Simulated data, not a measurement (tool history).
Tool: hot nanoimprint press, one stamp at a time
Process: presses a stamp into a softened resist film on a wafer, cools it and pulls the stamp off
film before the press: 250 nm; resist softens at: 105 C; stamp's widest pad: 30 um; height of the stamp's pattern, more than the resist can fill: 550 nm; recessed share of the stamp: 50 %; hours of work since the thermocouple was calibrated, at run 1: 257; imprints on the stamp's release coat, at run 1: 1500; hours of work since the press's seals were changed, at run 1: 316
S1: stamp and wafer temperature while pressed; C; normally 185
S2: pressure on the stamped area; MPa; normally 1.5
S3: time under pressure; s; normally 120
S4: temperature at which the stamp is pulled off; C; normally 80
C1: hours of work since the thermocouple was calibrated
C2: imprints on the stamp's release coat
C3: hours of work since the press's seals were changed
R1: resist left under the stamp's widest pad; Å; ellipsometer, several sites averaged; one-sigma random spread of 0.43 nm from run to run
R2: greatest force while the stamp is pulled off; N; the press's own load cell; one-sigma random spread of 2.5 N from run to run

run 1 day=0 | S1=185 S2=1.5 S3=120 S4=80 | C1=257 C2=1500 C3=316 | R1=1267 R2=116
-- day=0.496 stamp cleaned and given a new release coat
run 2 day=0.662 | S1=185 S2=1.5 S3=120 S4=80 | C1=264 C2=19 C3=324 | R1=1271 R2=111
run 3 day=1.496 | S1=185 S2=1.5 S3=120 S4=80 | C1=279 C2=117 C3=339 | R1=1264 R2=113
run 4 day=2.117 | S1=179 S2=1.5 S3=120 S4=80 | C1=290 C2=190 C3=350 | R1=1456 R2=114
run 5 day=2.946 | S1=184 S2=1.5 S3=120 S4=80 | C1=305 C2=287 C3=365 | R1=1303 R2=111
run 6 day=3.4 | S1=184 S2=1.5 S3=120 S4=80 | C1=313 C2=341 C3=373 | R1=1290 R2=112
run 7 day=3.954 | S1=184 S2=1.5 S3=120 S4=80 | C1=323 C2=406 C3=383 | R1=1302 R2=115
run 8 day=4.546 | S1=178 S2=1.41 S3=68 S4=77 | C1=334 C2=476 C3=393 | R1=1778 R2=122
run 9 day=5.517 | S1=178 S2=1.41 S3=68 S4=77 | C1=351 C2=590 C3=411 | R1=1778 R2=122
-- day=5.946 plate thermocouple calibrated
run 10 day=6.462 | S1=196 S2=0.9 S3=236 S4=79 | C1=9 C2=686 C3=426 | R1=932 R2=115
run 11 day=7.296 | S1=176 S2=1.5 S3=120 S4=65 | C1=24 C2=784 C3=440 | R1=1560 R2=160
run 12 day=8.096 | S1=187 S2=1.76 S3=120 S4=70 | C1=39 C2=878 C3=455 | R1=1144 R2=141
run 13 day=8.967 | S1=173 S2=1.79 S3=120 S4=78 | C1=54 C2=980 C3=470 | R1=1573 R2=118
run 14 day=9.667 | S1=173 S2=1.79 S3=120 S4=78 | C1=67 C2=1063 C3=483 | R1=1587 R2=121

What if the next run were any one of these 5? Each begins from the tool's condition after run 14:
run A day=10.188 | S1=185 S2=1.5 S3=120 S4=67 | C1=76 C2=1124 C3=492 | R1=? R2=?
run B day=10.188 | S1=181 S2=1.5 S3=73 S4=80 | C1=76 C2=1124 C3=492 | R1=? R2=?
run C day=10.188 | S1=185 S2=1.5 S3=120 S4=80 | C1=76 C2=1124 C3=492 | R1=? R2=?
run D day=10.188 | S1=179 S2=1.79 S3=80 S4=78 | C1=76 C2=1124 C3=492 | R1=? R2=?
run E day=10.188 | S1=190 S2=1.51 S3=120 S4=67 | C1=76 C2=1124 C3=492 | R1=? R2=?

run=A R1=1274 R2=152
run=B R1=1627 R2=116
run=C R1=1269 R2=119
run=D R1=1560 R2=117
run=E R1=1124 R2=146
What these runs would have given with no unlogged condition in the tool:
run=A R1=1274 R2=151
run=B R1=1626 R2=115
run=C R1=1269 R2=118
run=D R1=1560 R2=116
run=E R1=1123 R2=145

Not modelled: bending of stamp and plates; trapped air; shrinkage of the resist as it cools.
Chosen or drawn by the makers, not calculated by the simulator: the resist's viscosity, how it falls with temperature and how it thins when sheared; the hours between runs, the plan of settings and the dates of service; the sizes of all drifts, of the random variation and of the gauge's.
